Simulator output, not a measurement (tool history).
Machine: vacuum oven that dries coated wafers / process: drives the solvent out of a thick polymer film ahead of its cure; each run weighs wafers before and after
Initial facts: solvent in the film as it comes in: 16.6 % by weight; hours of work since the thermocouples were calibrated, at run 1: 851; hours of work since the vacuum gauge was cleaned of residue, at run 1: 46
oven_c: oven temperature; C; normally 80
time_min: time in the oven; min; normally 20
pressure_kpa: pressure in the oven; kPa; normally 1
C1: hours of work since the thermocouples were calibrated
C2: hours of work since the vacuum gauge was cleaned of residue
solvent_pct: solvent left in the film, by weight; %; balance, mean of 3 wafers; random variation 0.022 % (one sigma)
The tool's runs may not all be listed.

Run 1, hour 0: usual settings; C1 851; C2 46. Result: solvent_pct 1.53 %.
Run 2, hour 8.2: usual settings; C1 857; C2 51. Result: solvent_pct 1.55 %.
Run 3, hour 14.4: usual settings but pressure_kpa 2.89 kPa; C1 861; C2 55. Result: solvent_pct 2.21 %.
Run 4, hour 21.2: usual settings but pressure_kpa 2.89 kPa; C1 866; C2 60. Result: solvent_pct 2.18 %.
Run 5, hour 27.6: usual settings but pressure_kpa 2.89 kPa; C1 870; C2 64. Result: solvent_pct 2.27 %.
Run 6, hour 34.9: usual settings; C1 875; C2 69. Result: solvent_pct 1.54 %.
Run 7, hour 46.9: usual settings; C1 883; C2 78. Result: solvent_pct 1.56 %.
Run 8, hour 58.4: usual settings; C1 891; C2 85. Result: solvent_pct 1.54 %.
Run 9, hour 66.6: usual settings but pressure_kpa 1.34 kPa; C1 897; C2 91. Result: solvent_pct 1.66 %.
Run 10, hour 77.4: usual settings but time_min 26 min; C1 904; C2 98. Result: solvent_pct 0.97 %.
Run 11, hour 88.7: usual settings but time_min 26 min; C1 912; C2 106. Result: solvent_pct 0.91 %.
Run 12, hour 95.9: usual settings but time_min 26 min; C1 917; C2 111. Result: solvent_pct 0.99 %.
Run 13, hour 103: usual settings but time_min 26 min; C1 921; C2 116. Result: solvent_pct 0.96 %.
Run 14, hour 110.6: usual settings but time_min 26 min; C1 927; C2 121. Result: solvent_pct 0.94 %.
Run 15, hour 120.1: usual settings but time_min 26 min; C1 933; C2 127. Result: solvent_pct 0.98 %.
Run 16, hour 126.2: usual settings but pressure_kpa 1.18 kPa; C1 937; C2 132. Result: solvent_pct 1.68 %.
Run 17, hour 135.2: usual settings but pressure_kpa 1.18 kPa; C1 943; C2 138. Result: solvent_pct 1.63 %.
Run 18, hour 146.9: usual settings but pressure_kpa 1.76 kPa; C1 951; C2 146. Result: solvent_pct 1.88 %.
Run 19, hour 155.7: usual settings but oven_c 71 C, pressure_kpa 1.76 kPa; C1 957; C2 152. Result: solvent_pct 4.46 %.
Run 20, hour 163.2: usual settings but oven_c 71 C, pressure_kpa 1.76 kPa; C1 963; C2 157. Result: solvent_pct 4.43 %.
Run 21, hour 171.6: usual settings but oven_c 71 C, pressure_kpa 1.76 kPa; C1 968; C2 163. Result: solvent_pct 4.44 %.
Run 22, hour 182.2: usual settings but oven_c 71 C, pressure_kpa 1.76 kPa; C1 976; C2 170. Result: solvent_pct 4.5 %.
Run 23, hour 188.2: usual settings but oven_c 71 C, pressure_kpa 1.76 kPa; C1 980; C2 174. Result: solvent_pct 4.44 %.
Run 24, hour 197.7: usual settings but oven_c 83 C, time_min 22 min, pressure_kpa 3.95 kPa; C1 986; C2 180. Result: solvent_pct 1.8 %.
Run 25, hour 206.2: usual settings but oven_c 78 C, time_min 19 min, pressure_kpa 0.95 kPa; C1 992; C2 186. Result: solvent_pct 2.24 %.
Run 26, hour 215: usual settings but oven_c 92 C, time_min 17 min, pressure_kpa 1.32 kPa; C1 998; C2 192. Result: solvent_pct 0.5 %.
Run 27, hour 224.4: usual settings but oven_c 74 C; C1 1004; C2 199. Result: solvent_pct 3.2 %.
Run 28, hour 233.4: usual settings but time_min 34 min, pressure_kpa 3.6 kPa; C1 1010; C2 205. Result: solvent_pct 1.58 %.
Run 29, hour 245: usual settings but oven_c 75 C, pressure_kpa 2.57 kPa; C1 1018; C2 213. Result: solvent_pct 3.48 %.
Run 30, hour 254.2: usual settings but time_min 25 min, pressure_kpa 1.44 kPa; C1 1025; C2 219. Result: solvent_pct 1.19 %.
Run 31, hour 261.6: usual settings but time_min 25 min, pressure_kpa 1.44 kPa; C1 1030; C2 224. Result: solvent_pct 1.21 %.
Run 32, hour 270.8: usual settings but time_min 25 min, pressure_kpa 1.44 kPa; C1 1036; C2 230. Result: solvent_pct 1.22 %.
Run 33, hour 281.4: usual settings but oven_c 74 C, time_min 24 min; C1 1043; C2 238. Result: solvent_pct 2.48 %.
Run 34, hour 290.5: usual settings but oven_c 69 C, time_min 17 min, pressure_kpa 3.55 kPa; C1 1049; C2 244. Result: solvent_pct 6.74 %.
Run 35, hour 298.1: usual settings but oven_c 90 C, time_min 19 min, pressure_kpa 3.55 kPa; C1 1055; C2 249. Result: solvent_pct 1.13 %.
Run 36, hour 310.1: usual settings but time_min 24 min, pressure_kpa 0.57 kPa; C1 1063; C2 257. Result: solvent_pct 1.03 %.
Run 37, hour 316.9: usual settings but time_min 24 min, pressure_kpa 0.57 kPa; C1 1067; C2 262. Result: solvent_pct 1.01 %.
Run 38, hour 328.8: usual settings but time_min 24 min, pressure_kpa 0.57 kPa; C1 1076; C2 270. Result: solvent_pct 1.04 %.
Run 39, hour 334.3: usual settings but oven_c 79 C, time_min 13 min, pressure_kpa 1.38 kPa; C1 1079; C2 274. Result: solvent_pct 3.65 %.
Run 40, hour 340.3: usual settings but oven_c 88 C, time_min 15 min, pressure_kpa 0.64 kPa; C1 1083; C2 278. Result: solvent_pct 0.85 %.
Run 41, hour 348.8: usual settings but oven_c 88 C, time_min 15 min, pressure_kpa 0.64 kPa; C1 1089; C2 284. Result: solvent_pct 0.89 %.
Run 42, hour 357.5: usual settings but oven_c 88 C, pressure_kpa 1.02 kPa; C1 1095; C2 290. Result: solvent_pct 0.59 %.
Run 43, hour 363.5: usual settings but oven_c 88 C, pressure_kpa 3.55 kPa; C1 1099; C2 294. Result: solvent_pct 1.19 %.
Run 44, hour 372: usual settings but oven_c 88 C, time_min 14 min, pressure_kpa 0.91 kPa; C1 1105; C2 299. Result: solvent_pct 1.12 %.

Forecast each of these 3 alternatives for the next run:
Run A, hour 378.3: usual settings but oven_c 88 C, time_min 17 min, pressure_kpa 0.91 kPa; C1 1109; C2 304. Result: solvent_pct ?.
Run B, hour 378.3: usual settings but oven_c 67 C, time_min 14 min, pressure_kpa 1.4 kPa; C1 1109; C2 304. Result: solvent_pct ?.
Run C, hour 378.3: usual settings but oven_c 83 C, pressure_kpa 3.77 kPa; C1 1109; C2 304. Result: solvent_pct ?.

run  solvent_pct
  A         0.75
  B         7.43
  C            2
Stripped of hidden state, with their random variation kept, the same runs would have yielded:
run  solvent_pct
  A         0.55
  B         6.72
  C         1.66
